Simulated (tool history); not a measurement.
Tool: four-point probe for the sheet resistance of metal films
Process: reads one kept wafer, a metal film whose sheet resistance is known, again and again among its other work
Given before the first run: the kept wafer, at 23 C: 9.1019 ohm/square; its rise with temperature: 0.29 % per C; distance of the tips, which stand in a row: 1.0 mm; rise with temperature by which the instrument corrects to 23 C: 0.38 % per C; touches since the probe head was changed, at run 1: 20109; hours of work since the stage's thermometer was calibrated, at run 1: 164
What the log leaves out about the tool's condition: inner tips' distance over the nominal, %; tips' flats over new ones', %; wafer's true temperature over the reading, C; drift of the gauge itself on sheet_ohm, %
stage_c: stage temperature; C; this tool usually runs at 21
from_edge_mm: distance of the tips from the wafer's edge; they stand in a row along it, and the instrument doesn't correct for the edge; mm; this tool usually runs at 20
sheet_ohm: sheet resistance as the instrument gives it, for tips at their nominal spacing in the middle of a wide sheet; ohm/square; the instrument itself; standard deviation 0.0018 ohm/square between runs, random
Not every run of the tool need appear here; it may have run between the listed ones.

run   hour  stage_c  from_edge_mm  touches since the probe head was changed  hours of work since the stage's thermometer was calibrated  sheet_ohm
  1      0       21            20                                     20109                                                         164   9.144412
  2   10.7       21            20                                     20486                                                         171    9.14332
  3     31       21            20                                     21199                                                         184   9.143209
  4   42.5       21            20                                     21603                                                         191   9.140851
  5   52.2       20            20                                     21947                                                         197   9.154773
  6   71.6       20            20                                     22630                                                         210   9.152161
  7   86.3       21            41                                     23146                                                         219   9.133275
  8  107.7       21            41                                     23898                                                         233   9.135409
  9  125.5       21            41                                     24524                                                         244   9.132367
 10  141.1       21            41                                     25074                                                         254   9.131327
 11  155.7       21            20                                     25590                                                         263   9.140377
 12  164.6       21            20                                     25902                                                         269   9.142445
 13  177.3       21            20                                     26350                                                         277   9.143095
 14  187.1       21            20                                     26695                                                         283   9.138348
 15  206.1       21            20                                     27363                                                         295   9.138196
 16  226.8       21            20                                     28092                                                         308   9.142555
 17  246.6       21            20                                     28788                                                         321   9.136887
 18  264.4       21            20                                     29413                                                         332   9.140172
 19  282.8       21            20                                     30062                                                         344   9.139571
 20  295.8       20            20                                     30518                                                         352   9.146941
 21  316.1       21            20                                     31232                                                         365   9.139538
 22  333.3       21            20                                     31840                                                         376   9.139897
 23  345.9       19            20                                     32283                                                         384   9.154558
 24  358.1       23            28                                     32713                                                         392   9.116661
       360  -- stage's thermometer calibrated
 25  376.1       23             5                                     33328                                                          10   9.298614
 26  392.6       23             5                                     33908                                                          21   9.298761
 27  407.9       23             5                                     34448                                                          31   9.304702
     414.9  -- stage's thermometer calibrated, once more
 28  423.7       23             5                                     34985                                                           6   9.293041
 29  441.2       23             5                                     35602                                                          17   9.292352
 30  454.3       23             5                                     36061                                                          25    9.29448
 31  463.1       23             5                                     36373                                                          31   9.292205
 32  476.7       23            11                                     36849                                                          39   9.141587
 33  485.9       23            11                                     37174                                                          45   9.142137
 34  496.9       21            11                                     37560                                                          52   9.155686
 35  513.2       21            11                                     38136                                                          63   9.155416
 36  528.3       21            11                                     38665                                                          72   9.157069
 37  541.6       21             7                                     39136                                                          81    9.21314
 38  550.5       21             7                                     39447                                                          86   9.215466
 39  561.9       28            36                                     39847                                                          93   9.062219
 40  573.7       28            36                                     40263                                                         101   9.062727
 41  590.7       28            36                                     40861                                                         112   9.064104
 42  603.1       24            14                                     41297                                                         120   9.113921
 43  615.5       27            14                                     41737                                                         128   9.091453
 44  634.2       28             5                                     42395                                                         139   9.248693
 45  646.1       31             5                                     42812                                                         147   9.229146

Consider 3 possible next runs. They are alternatives, not a sequence: every one starts from the tool as it was left by run 45. What does each give?
  A   662       19            19                                     43371                                                         157          ?
  B   662       18             5                                     43371                                                         157          ?
  C   662       21            48                                     43371                                                         157          ?

run  sheet_ohm
  A   9.140264
  B   9.329731
  C    9.11202
What these runs would have given with no unlogged condition in the tool:
run  sheet_ohm
  A   9.146312
  B   9.335888
  C   9.118059

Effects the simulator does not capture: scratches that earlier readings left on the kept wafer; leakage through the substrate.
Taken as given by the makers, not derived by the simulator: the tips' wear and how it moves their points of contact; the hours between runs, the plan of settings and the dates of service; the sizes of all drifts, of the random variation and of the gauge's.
